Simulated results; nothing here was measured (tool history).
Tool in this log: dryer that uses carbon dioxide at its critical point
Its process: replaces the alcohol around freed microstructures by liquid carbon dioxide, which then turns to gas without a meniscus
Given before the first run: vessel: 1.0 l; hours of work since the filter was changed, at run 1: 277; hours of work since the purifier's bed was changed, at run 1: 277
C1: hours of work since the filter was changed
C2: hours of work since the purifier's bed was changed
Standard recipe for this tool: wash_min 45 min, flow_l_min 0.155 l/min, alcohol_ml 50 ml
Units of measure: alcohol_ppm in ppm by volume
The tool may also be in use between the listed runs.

Run 1, day 0: usual settings; C1 277; C2 277. Result: alcohol_ppm 353 ppm by volume.
Run 2, day 2.154: usual settings; C1 312; C2 312. Result: alcohol_ppm 371 ppm by volume.
At day 2.825: inlet filter changed.
Run 3, day 3.888: usual settings but wash_min 41 min; C1 17; C2 339. Result: alcohol_ppm 404 ppm by volume.
Run 4, day 6.192: usual settings but wash_min 41 min; C1 54; C2 377. Result: alcohol_ppm 420 ppm by volume.
Run 5, day 7.362: usual settings but flow_l_min 0.253 l/min; C1 73; C2 396. Result: alcohol_ppm 135 ppm by volume.
Run 6, day 9.208: usual settings but wash_min 28 min; C1 103; C2 425. Result: alcohol_ppm 1711 ppm by volume.
Run 7, day 11.675: usual settings but wash_min 28 min; C1 143; C2 465. Result: alcohol_ppm 1819 ppm by volume.
Run 8, day 14.442: usual settings but wash_min 29 min, flow_l_min 0.094 l/min; C1 188; C2 510. Result: alcohol_ppm 5841 ppm by volume.
Run 9, day 15.579: usual settings but flow_l_min 0.102 l/min, alcohol_ml 24 ml; C1 206; C2 528. Result: alcohol_ppm 800 ppm by volume.
Run 10, day 17.088: usual settings but flow_l_min 0.102 l/min, alcohol_ml 24 ml; C1 231; C2 553. Result: alcohol_ppm 849 ppm by volume.
Run 11, day 18.608: usual settings but flow_l_min 0.102 l/min, alcohol_ml 24 ml; C1 255; C2 577. Result: alcohol_ppm 862 ppm by volume.
Run 12, day 19.933: usual settings but wash_min 38 min, flow_l_min 0.093 l/min, alcohol_ml 39 ml; C1 277; C2 599. Result: alcohol_ppm 2756 ppm by volume.
Run 13, day 22.408: usual settings but wash_min 35 min, flow_l_min 0.103 l/min; C1 317; C2 639. Result: alcohol_ppm 3395 ppm by volume.

Consider 5 possible next runs. They are alternatives, not a sequence: every one starts from the tool as it was left by run 13. What does each give?
At day 22.921: inlet filter changed.
Run A, day 23.629: usual settings but wash_min 54 min, flow_l_min 0.103 l/min; C1 11; C2 658. Result: alcohol_ppm ?.
At day 22.921: inlet filter changed.
Run B, day 23.629: usual settings but wash_min 64 min, flow_l_min 0.098 l/min, alcohol_ml 67 ml; C1 11; C2 658. Result: alcohol_ppm ?.
At day 22.921: inlet filter changed.
Run C, day 23.629: usual settings but flow_l_min 0.192 l/min, alcohol_ml 24 ml; C1 11; C2 658. Result: alcohol_ppm ?.
At day 22.921: inlet filter changed.
Run D, day 23.629: usual settings but wash_min 51 min, flow_l_min 0.251 l/min, alcohol_ml 54 ml; C1 11; C2 658. Result: alcohol_ppm ?.
At day 22.921: inlet filter changed.
Run E, day 23.629: usual settings but wash_min 37 min, flow_l_min 0.106 l/min, alcohol_ml 48 ml; C1 11; C2 658. Result: alcohol_ppm ?.

run  alcohol_ppm
  A          677
  B          541
  C          217
  D          209
  E         2032
The same runs, with their run-to-run variation unchanged, on a tool lacking any hidden condition would have given:
run  alcohol_ppm
  A          466
  B          334
  C           17
  D            9
  E         1801
